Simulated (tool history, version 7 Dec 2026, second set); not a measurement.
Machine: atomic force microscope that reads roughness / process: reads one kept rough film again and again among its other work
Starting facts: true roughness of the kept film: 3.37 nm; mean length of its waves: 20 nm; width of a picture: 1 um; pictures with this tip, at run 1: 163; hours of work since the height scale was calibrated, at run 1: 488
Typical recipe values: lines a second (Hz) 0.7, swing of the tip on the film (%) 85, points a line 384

run	hour	lines a second (Hz)	swing of the tip on the film (%)	points a line	pictures with this tip	hours of work since the height scale was calibrated	roughness of the kept film (nm (root mean square))
1	0	0.7	85	384	163	488	2.365
2	18.9	0.7	85	384	187	501	2.352
3	33.5	0.7	85	384	205	511	2.342
4	52.4	0.7	85	384	229	524	2.356
5	64.1	0.7	85	384	243	532	2.317
# hour 68.8: new tip fitted
6	84.8	0.7	85	384	20	546	2.362
7	102.2	0.7	85	384	41	557	2.339
8	116	0.7	85	530	59	567	2.376
9	125.9	2.632	77	530	71	574	2.187
10	142.5	2.632	77	530	92	585	2.196
11	161.7	3.135	78	907	116	598	2.123
12	180.5	3.281	85	612	140	611	1.978
13	190.4	3.281	85	612	152	618	1.979
14	200	1.79	61	612	164	624	2.412
15	217.6	1.79	61	612	186	636	2.418
16	226.4	1.167	71	384	197	642	2.372

Describe how what the log doesn't record of the tool's condition differs between the last listed run preceding each entry between runs and the first listed run following it.
From run 5 to run 6: new tip fitted (hour 68.8)
  radius of the tip, nm: 10.1 -> 10
